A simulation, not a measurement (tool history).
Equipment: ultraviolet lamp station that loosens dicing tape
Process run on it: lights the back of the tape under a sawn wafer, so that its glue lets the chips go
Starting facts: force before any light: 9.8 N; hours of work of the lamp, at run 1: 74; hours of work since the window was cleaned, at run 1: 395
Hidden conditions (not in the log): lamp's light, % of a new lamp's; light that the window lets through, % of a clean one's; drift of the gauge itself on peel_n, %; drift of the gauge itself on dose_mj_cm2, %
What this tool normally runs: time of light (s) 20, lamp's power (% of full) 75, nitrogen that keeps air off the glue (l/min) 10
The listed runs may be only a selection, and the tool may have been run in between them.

run,hour,time of light (s),lamp's power (% of full),nitrogen that keeps air off the glue (l/min),hours of work of the lamp,hours of work since the window was cleaned,force that peels the tape off (N),light that reached the tape (J/m2)
1,0.0,20,75,10,74,395,0.435,4800
# hour 36.5: window cleaned of glue's vapour
2,36.5,20,75,4,89,0,0.642,5080
3,67.3,20,94,10,101,12,0.259,6210
4,101.7,20,75,14,115,26,0.326,4970
5,136.8,20,75,14,129,40,0.350,4990
6,171.1,20,75,14,143,54,0.337,4880
7,198.1,20,75,14,154,65,0.340,4830
8,234.8,20,75,14,169,80,0.355,4850
9,268.8,20,75,14,182,94,0.368,4790
10,299.5,20,75,10,195,106,0.412,4790
11,329.0,20,65,10,207,118,0.594,4100
12,344.6,20,89,10,213,124,0.311,5550
13,381.6,20,89,10,228,139,0.282,5600

Expected results for the next run?
14,403.7,32,75,10,237,148,?,?

Run 14 gave force that peels the tape off (N) 0.198, light that reached the tape (J/m2) 7420.
Minus the tool's unlogged condition, the same run would have read force that peels the tape off (N) 0.182, light that reached the tape (J/m2) 8230.

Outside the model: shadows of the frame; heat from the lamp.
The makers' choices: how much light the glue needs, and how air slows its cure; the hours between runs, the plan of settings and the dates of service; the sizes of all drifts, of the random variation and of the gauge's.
